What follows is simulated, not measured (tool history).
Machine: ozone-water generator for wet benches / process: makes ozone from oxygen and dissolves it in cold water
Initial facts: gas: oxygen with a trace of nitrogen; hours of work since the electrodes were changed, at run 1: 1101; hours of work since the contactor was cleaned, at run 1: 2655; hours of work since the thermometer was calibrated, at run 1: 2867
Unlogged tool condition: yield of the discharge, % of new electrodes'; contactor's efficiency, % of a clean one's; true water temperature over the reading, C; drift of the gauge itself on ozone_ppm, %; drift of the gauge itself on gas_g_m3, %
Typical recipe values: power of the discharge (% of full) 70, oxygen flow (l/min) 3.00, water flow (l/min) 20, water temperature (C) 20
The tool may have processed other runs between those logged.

run,hour,power of the discharge (% of full),oxygen flow (l/min),water flow (l/min),water temperature (C),hours of work since the electrodes were changed,hours of work since the contactor was cleaned,hours of work since the thermometer was calibrated,dissolved ozone (ppm),ozone in the gas ahead of the water (g/m3)
1,0.0,70,3.00,20,20,1101,2655,2867,14.4,226.9
2,34.4,70,3.00,20,20,1132,2686,2898,14.6,227.3
3,70.1,70,3.00,20,20,1164,2718,2930,14.6,225.5
4,103.7,70,3.00,22,20,1194,2748,2960,13.2,225.5
# hour 108.7: water thermometer calibrated
5,139.8,70,3.00,22,20,1226,2780,28,13.0,226.2
6,181.8,70,3.00,22,20,1263,2817,65,13.2,224.4
7,219.3,70,3.00,22,20,1297,2851,99,13.4,224.9
8,269.5,70,3.00,27,18,1342,2896,144,10.6,224.5
9,313.8,92,3.00,18,14,1382,2936,184,20.9,277.6
10,348.8,92,3.00,18,14,1413,2967,215,20.8,275.8
11,397.4,92,3.00,18,14,1456,3010,258,21.0,277.7
# hour 418.2: water thermometer calibrated, once more
12,436.6,70,3.18,32,20,1491,3045,17,8.9,217.2
13,489.7,70,3.18,32,20,1538,3092,64,9.1,217.6
14,542.3,70,3.00,20,22,1586,3140,111,14.1,220.8

3 ways to go on from here, each from the tool as it stands after run 14. What would each give?
A,586.0,79,1.96,20,17,1625,3179,150,?,?
B,586.0,70,3.00,20,24,1625,3179,150,?,?
C,586.0,66,2.14,20,13,1625,3179,150,?,?

run,dissolved ozone (ppm),ozone in the gas ahead of the water (g/m3)
A,14.9,311.3
B,13.6,222.5
C,13.7,260.4
Take away the tool's hidden state, keep each run's random variation, and the runs would have read:
run,dissolved ozone (ppm),ozone in the gas ahead of the water (g/m3)
A,16.1,325.8
B,14.6,232.0
C,14.7,270.9
